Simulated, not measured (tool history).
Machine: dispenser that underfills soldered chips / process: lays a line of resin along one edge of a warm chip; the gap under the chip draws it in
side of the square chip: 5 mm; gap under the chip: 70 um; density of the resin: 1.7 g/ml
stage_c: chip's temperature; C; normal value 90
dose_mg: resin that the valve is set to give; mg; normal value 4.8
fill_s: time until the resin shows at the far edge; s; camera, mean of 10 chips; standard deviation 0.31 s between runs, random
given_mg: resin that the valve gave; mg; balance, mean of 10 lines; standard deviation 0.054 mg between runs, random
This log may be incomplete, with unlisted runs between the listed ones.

run 1 hour=0 | stage_c=90 dose_mg=4.8 | fill_s=8.4 given_mg=4.38
-- hour=3.3 new syringe of resin
run 2 hour=6.1 | stage_c=90 dose_mg=4.8 | fill_s=8.2 given_mg=4.36
run 3 hour=9 | stage_c=90 dose_mg=4.8 | fill_s=9.1 given_mg=4.32
-- hour=10.8 new syringe of resin
run 4 hour=12.5 | stage_c=102 dose_mg=4.8 | fill_s=5 given_mg=4.33
run 5 hour=15 | stage_c=90 dose_mg=5.32 | fill_s=8.3 given_mg=4.82
-- hour=17.9 dispensing valve cleaned and set on the balance
-- hour=19.3 new syringe of resin
run 6 hour=20.4 | stage_c=85 dose_mg=4.8 | fill_s=8.9 given_mg=4.85
run 7 hour=25.4 | stage_c=85 dose_mg=4.8 | fill_s=11.6 given_mg=4.78
-- hour=26.8 new syringe of resin
run 8 hour=29.8 | stage_c=85 dose_mg=4.8 | fill_s=9.9 given_mg=4.8
run 9 hour=33.3 | stage_c=85 dose_mg=4.8 | fill_s=11.6 given_mg=4.75
-- hour=34.3 new syringe of resin
run 10 hour=36.8 | stage_c=86 dose_mg=4.8 | fill_s=8.9 given_mg=4.8
run 11 hour=41 | stage_c=86 dose_mg=4.8 | fill_s=10.7 given_mg=4.76
-- hour=41.9 new syringe of resin
run 12 hour=44.3 | stage_c=90 dose_mg=5.24 | fill_s=7.6 given_mg=5.18
run 13 hour=48.6 | stage_c=90 dose_mg=4.8 | fill_s=10.2 given_mg=4.67
-- hour=49.7 new syringe of resin
run 14 hour=52 | stage_c=90 dose_mg=4.8 | fill_s=8.2 given_mg=4.7
run 15 hour=54.8 | stage_c=90 dose_mg=4.8 | fill_s=8.6 given_mg=4.68
-- hour=57.5 new syringe of resin
run 16 hour=59.4 | stage_c=90 dose_mg=4.8 | fill_s=7.9 given_mg=4.66
run 17 hour=62.4 | stage_c=90 dose_mg=4.8 | fill_s=8.9 given_mg=4.68
-- hour=65.1 new syringe of resin
run 18 hour=67.8 | stage_c=90 dose_mg=4.8 | fill_s=7.6 given_mg=4.63
run 19 hour=71.3 | stage_c=90 dose_mg=6.14 | fill_s=9.3 given_mg=5.88
-- hour=72.6 new syringe of resin
run 20 hour=74 | stage_c=88 dose_mg=5.46 | fill_s=7.8 given_mg=5.3
run 21 hour=78.7 | stage_c=89 dose_mg=4.92 | fill_s=9.7 given_mg=4.63
-- hour=80 new syringe of resin
run 22 hour=84.8 | stage_c=93 dose_mg=4.39 | fill_s=8.1 given_mg=4.15
-- hour=87.6 new syringe of resin
run 23 hour=88.3 | stage_c=93 dose_mg=4.57 | fill_s=5.6 given_mg=4.4
run 24 hour=91.5 | stage_c=94 dose_mg=4.85 | fill_s=6.9 given_mg=4.63
-- hour=95.2 new syringe of resin
run 25 hour=96.1 | stage_c=89 dose_mg=4.92 | fill_s=7.3 given_mg=4.61
run 26 hour=100.4 | stage_c=77 dose_mg=5.83 | fill_s=14.9 given_mg=5.48
-- hour=102.9 new syringe of resin
run 27 hour=104.5 | stage_c=87 dose_mg=4.82 | fill_s=8.8 given_mg=4.52
run 28 hour=108.7 | stage_c=99 dose_mg=4.82 | fill_s=6.7 given_mg=4.59
-- hour=110.6 new syringe of resin
run 29 hour=114.2 | stage_c=102 dose_mg=4.19 | fill_s=5.3 given_mg=3.97
run 30 hour=117.7 | stage_c=99 dose_mg=6.06 | fill_s=6.5 given_mg=5.73
-- hour=118.5 new syringe of resin
run 31 hour=122.7 | stage_c=99 dose_mg=6.06 | fill_s=6.3 given_mg=5.61
-- hour=126.1 new syringe of resin
run 32 hour=128.4 | stage_c=98 dose_mg=4.8 | fill_s=5.3 given_mg=4.47
run 33 hour=131.5 | stage_c=84 dose_mg=4.8 | fill_s=11 given_mg=4.52
-- hour=133.8 new syringe of resin
run 34 hour=136.9 | stage_c=84 dose_mg=5.06 | fill_s=10.3 given_mg=4.73
run 35 hour=139.5 | stage_c=79 dose_mg=4.57 | fill_s=14.3 given_mg=4.22
-- hour=141.6 new syringe of resin
run 36 hour=145.1 | stage_c=77 dose_mg=4.66 | fill_s=14.1 given_mg=4.31

Here are 3 independent what-if runs from the current tool condition. What would each one return?
-- hour=149.4 new syringe of resin
run A hour=150.2 | stage_c=105 dose_mg=4.32 | fill_s=? given_mg=?
-- hour=149.4 new syringe of resin
run B hour=150.2 | stage_c=100 dose_mg=4.96 | fill_s=? given_mg=?
-- hour=149.4 new syringe of resin
run C hour=150.2 | stage_c=100 dose_mg=4.53 | fill_s=? given_mg=?

run=A fill_s=3.7 given_mg=3.87
run=B fill_s=4.9 given_mg=4.6
run=C fill_s=4.9 given_mg=4.23
Take away the tool's hidden state, keep each run's random variation, and the runs would have read:
run=A fill_s=3.4 given_mg=4.24
run=B fill_s=4.6 given_mg=5.03
run=C fill_s=4.5 given_mg=4.62

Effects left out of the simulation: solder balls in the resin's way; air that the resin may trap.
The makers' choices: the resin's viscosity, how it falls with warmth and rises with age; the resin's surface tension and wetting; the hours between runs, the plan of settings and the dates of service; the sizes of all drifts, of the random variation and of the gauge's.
